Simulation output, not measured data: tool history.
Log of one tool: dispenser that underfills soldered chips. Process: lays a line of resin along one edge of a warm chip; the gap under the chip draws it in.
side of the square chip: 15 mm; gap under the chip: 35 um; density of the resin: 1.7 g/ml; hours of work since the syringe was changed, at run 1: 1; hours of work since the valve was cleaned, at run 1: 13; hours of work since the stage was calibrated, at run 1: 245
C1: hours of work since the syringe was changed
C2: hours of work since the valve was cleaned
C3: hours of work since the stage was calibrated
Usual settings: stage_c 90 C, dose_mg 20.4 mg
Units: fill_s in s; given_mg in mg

{"run": 1, "hour": 0.0, "stage_c": 90, "dose_mg": 20.4, "C1": 1, "C2": 13, "C3": 245, "fill_s": 161.7, "given_mg": 20.27}
{"hour": 11.0, "done": "new syringe of resin"}
{"run": 2, "hour": 11.2, "stage_c": 88, "dose_mg": 20.4, "C1": 0, "C2": 20, "C3": 252, "fill_s": 162.9, "given_mg": 20.2}
{"run": 3, "hour": 19.6, "stage_c": 88, "dose_mg": 20.4, "C1": 5, "C2": 26, "C3": 257, "fill_s": 246.1, "given_mg": 20.17}
{"hour": 23.0, "done": "new syringe of resin"}
{"run": 4, "hour": 27.9, "stage_c": 88, "dose_mg": 20.4, "C1": 3, "C2": 31, "C3": 262, "fill_s": 208, "given_mg": 19.96}
{"run": 5, "hour": 32.3, "stage_c": 90, "dose_mg": 20.4, "C1": 6, "C2": 33, "C3": 265, "fill_s": 244.6, "given_mg": 20.01}
{"hour": 34.7, "done": "new syringe of resin"}
{"run": 6, "hour": 41.1, "stage_c": 82, "dose_mg": 23.3, "C1": 4, "C2": 39, "C3": 271, "fill_s": 261.8, "given_mg": 22.69}
{"hour": 46.8, "done": "new syringe of resin"}
{"run": 7, "hour": 48.3, "stage_c": 82, "dose_mg": 23.3, "C1": 1, "C2": 43, "C3": 275, "fill_s": 201.7, "given_mg": 22.72}
{"run": 8, "hour": 53.7, "stage_c": 91, "dose_mg": 22.6, "C1": 4, "C2": 46, "C3": 278, "fill_s": 202.4, "given_mg": 21.96}
{"hour": 58.6, "done": "new syringe of resin"}
{"run": 9, "hour": 63.1, "stage_c": 86, "dose_mg": 23.2, "C1": 3, "C2": 52, "C3": 284, "fill_s": 206.5, "given_mg": 22.23}

The next listed run, before its measurement:
{"hour": 70.2, "done": "new syringe of resin"}
{"run": 10, "hour": 70.2, "stage_c": 90, "dose_mg": 24, "C1": 0, "C2": 57, "C3": 288, "fill_s": "?", "given_mg": "?"}

Run 10 gave fill_s 152.6 s, given_mg 22.98 mg.
Without the tool's hidden state the same run would have given fill_s 152.3 s, given_mg 23.95 mg.

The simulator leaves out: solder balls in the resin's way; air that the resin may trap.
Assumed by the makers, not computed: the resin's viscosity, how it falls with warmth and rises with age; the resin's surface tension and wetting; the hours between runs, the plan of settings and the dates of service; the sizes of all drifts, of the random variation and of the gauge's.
